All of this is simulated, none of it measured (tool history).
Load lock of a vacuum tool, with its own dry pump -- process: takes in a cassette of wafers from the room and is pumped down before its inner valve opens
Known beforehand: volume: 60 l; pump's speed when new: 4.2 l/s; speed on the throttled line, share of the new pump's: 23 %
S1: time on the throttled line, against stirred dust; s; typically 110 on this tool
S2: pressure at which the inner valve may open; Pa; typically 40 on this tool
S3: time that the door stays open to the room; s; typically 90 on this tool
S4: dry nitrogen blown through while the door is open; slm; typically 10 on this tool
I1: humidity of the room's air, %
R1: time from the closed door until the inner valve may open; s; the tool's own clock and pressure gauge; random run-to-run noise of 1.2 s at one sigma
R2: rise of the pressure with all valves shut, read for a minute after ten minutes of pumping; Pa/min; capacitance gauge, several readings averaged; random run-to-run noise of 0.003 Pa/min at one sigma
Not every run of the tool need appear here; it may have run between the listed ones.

| run | hour | S1 | S2 | S3 | S4 | I1 | R1 | R2 |
|---|---|---|---|---|---|---|---|---|
| 1 | 0.0 | 110 | 40 | 90 | 10 | 44.3 | 199.5 | 0.037 |
| 2 | 60.7 | 110 | 40 | 90 | 10 | 41.8 | 200.5 | 0.032 |
| 3 | 119.7 | 110 | 40 | 90 | 10 | 44.8 | 201.0 | 0.039 |
| 4 | 213.8 | 110 | 40 | 90 | 10 | 45.4 | 202.0 | 0.046 |
| 5 | 306.7 | 110 | 40 | 90 | 10 | 40.5 | 200.4 | 0.042 |
| 6 | 355.7 | 110 | 40 | 46 | 10 | 44.8 | 200.8 | 0.030 |
| 7 | 440.2 | 110 | 40 | 46 | 10 | 44.8 | 202.1 | 0.037 |
| 8 | 533.4 | 148 | 40 | 90 | 10 | 46.2 | 231.3 | 0.057 |
| 9 | 592.9 | 148 | 40 | 90 | 10 | 44.0 | 230.4 | 0.054 |
| 10 | 682.9 | 150 | 40 | 90 | 10 | 42.5 | 233.4 | 0.058 |
| 11 | 754.7 | 150 | 40 | 90 | 10 | 45.6 | 233.0 | 0.063 |
| 12 | 838.0 | 150 | 40 | 90 | 10 | 47.0 | 232.1 | 0.068 |
| 13 | 911.5 | 150 | 40 | 90 | 10 | 44.0 | 231.4 | 0.073 |
| 14 | 965.2 | 150 | 40 | 90 | 10 | 45.1 | 232.3 | 0.070 |
| 15 | 1038.4 | 110 | 40 | 47 | 10 | 46.7 | 201.5 | 0.064 |
| 16 | 1116.6 | 110 | 40 | 47 | 10 | 46.6 | 203.0 | 0.067 |
| 17 | 1175.9 | 110 | 40 | 47 | 25 | 44.7 | 200.8 | 0.060 |
| 18 | 1270.7 | 110 | 40 | 47 | 25 | 45.2 | 202.6 | 0.064 |
| 19 | 1332.4 | 110 | 40 | 47 | 25 | 47.6 | 201.9 | 0.068 |
| 20 | 1376.7 | 110 | 40 | 47 | 25 | 46.2 | 202.8 | 0.071 |
| 21 | 1428.8 | 138 | 34 | 134 | 4 | 45.1 | 227.5 | 0.120 |
| 22 | 1490.5 | 83 | 69 | 204 | 7 | 48.4 | 173.7 | 0.134 |
| 23 | 1538.8 | 110 | 69 | 198 | 10 | 49.0 | 195.3 | 0.130 |
| 24 | 1644.3 | 110 | 69 | 198 | 10 | 44.9 | 195.9 | 0.128 |
| 25 | 1700.0 | 66 | 61 | 90 | 10 | 45.3 | 162.7 | 0.103 |
| 26 | 1806.6 | 66 | 61 | 90 | 10 | 44.2 | 164.1 | 0.114 |
| 27 | 1908.5 | 87 | 29 | 147 | 39 | 43.2 | 188.3 | 0.101 |
| 28 | 2000.0 | 87 | 29 | 147 | 39 | 43.1 | 192.0 | 0.115 |
| 29 | 2061.5 | 87 | 29 | 147 | 39 | 46.8 | 190.5 | 0.115 |
| 30 | 2135.6 | 87 | 29 | 147 | 39 | 45.1 | 188.5 | 0.110 |
| 31 | 2240.7 | 70 | 78 | 94 | 10 | 42.9 | 161.5 | 0.142 |
| 32 | 2291.1 | 70 | 78 | 94 | 15 | 45.9 | 162.9 | 0.134 |
| 33 | 2336.9 | 101 | 31 | 57 | 10 | 44.4 | 199.5 | 0.137 |
| 34 | 2383.6 | 110 | 33 | 40 | 7 | 46.1 | 206.4 | 0.135 |
| 35 | 2442.6 | 110 | 30 | 40 | 7 | 43.0 | 209.5 | 0.142 |

5 options for the next run, each taken on its own from the tool as it stands now. Forecast them:
| A | 2533.8 | 118 | 30 | 59 | 7 | 46.3 | ? | ? |
| B | 2533.8 | 110 | 35 | 40 | 7 | 44.2 | ? | ? |
| C | 2533.8 | 88 | 29 | 52 | 7 | 45.7 | ? | ? |
| D | 2533.8 | 110 | 30 | 35 | 25 | 47.3 | ? | ? |
| E | 2533.8 | 186 | 34 | 90 | 10 | 45.9 | ? | ? |

| run | R1 | R2 |
|---|---|---|
| A | 215.1 | 0.151 |
| B | 203.9 | 0.148 |
| C | 191.1 | 0.158 |
| D | 209.8 | 0.134 |
| E | 261.0 | 0.160 |
Stripped of hidden state, with their random variation kept, the same runs would have yielded:
| run | R1 | R2 |
|---|---|---|
| A | 209.6 | 0.033 |
| B | 198.4 | 0.030 |
| C | 185.1 | 0.035 |
| D | 204.1 | 0.014 |
| E | 256.5 | 0.040 |
